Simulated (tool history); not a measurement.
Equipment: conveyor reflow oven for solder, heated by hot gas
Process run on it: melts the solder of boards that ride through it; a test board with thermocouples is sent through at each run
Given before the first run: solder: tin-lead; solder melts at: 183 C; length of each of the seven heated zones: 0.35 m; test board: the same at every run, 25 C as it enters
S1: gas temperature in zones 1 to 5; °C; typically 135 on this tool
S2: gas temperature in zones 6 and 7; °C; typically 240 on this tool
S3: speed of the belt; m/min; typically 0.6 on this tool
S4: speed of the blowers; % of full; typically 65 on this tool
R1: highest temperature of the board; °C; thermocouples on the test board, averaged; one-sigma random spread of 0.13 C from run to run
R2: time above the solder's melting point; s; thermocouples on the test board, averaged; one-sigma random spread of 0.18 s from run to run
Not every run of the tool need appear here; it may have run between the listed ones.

run   hour   S1   S2     S3  S4     R1    R2
  1      0  135  240    0.6  65  212.9    47
  2   12.9  135  240    0.6  65    213    47
  3   24.2  135  240    0.6  65  212.9  46.8
  4     34  135  240    0.6  65  212.8  46.6
  5   49.2  141  240    0.6  65  214.5  49.7
  6   59.5  135  240    0.6  89  218.4    52
  7   76.1  135  240    0.6  65    213  46.4
  8   91.1  135  240  0.649  65  209.1  39.9
      96.1  -- belt drive overhauled, speed set with a stopwatch
     106.8  -- flux residue cleaned out of gas plates and filters
  9  112.7  124  245  0.488  60  222.7    64
 10  129.6  126  245  0.488  60  222.8  64.9
     146.1  -- belt drive overhauled, speed set with a stopwatch, once more
 11  149.4  135  240    0.6  83  217.8  51.2
 12  159.7  140  240  0.656  65    211  41.8
 13  169.6  135  254  0.622  51    217  47.6
 14  178.8  148  235    0.6  65    213    51
 15  188.2  135  237    0.6  79  214.4  48.4
 16  199.5  135  237    0.6  79  214.5  48.3

What if the next run were any one of these 4? Each begins from the tool's condition after run 16:
  A  215.5  135  246    0.6  79   ?   ?
  B  215.5  146  240  0.686  65   ?   ?
  C  215.5  135  237    0.6  88   ?   ?
  D  215.5  141  244  0.613  79   ?   ?

run     R1    R2
  A  221.6  53.3
  B  210.6  41.3
  C  216.4  50.1
  D  220.5  53.3
Without the tool's unlogged condition, the same runs would have read:
run     R1    R2
  A  222.1  53.7
  B  211.1  41.8
  C  216.9  50.5
  D    221  53.7

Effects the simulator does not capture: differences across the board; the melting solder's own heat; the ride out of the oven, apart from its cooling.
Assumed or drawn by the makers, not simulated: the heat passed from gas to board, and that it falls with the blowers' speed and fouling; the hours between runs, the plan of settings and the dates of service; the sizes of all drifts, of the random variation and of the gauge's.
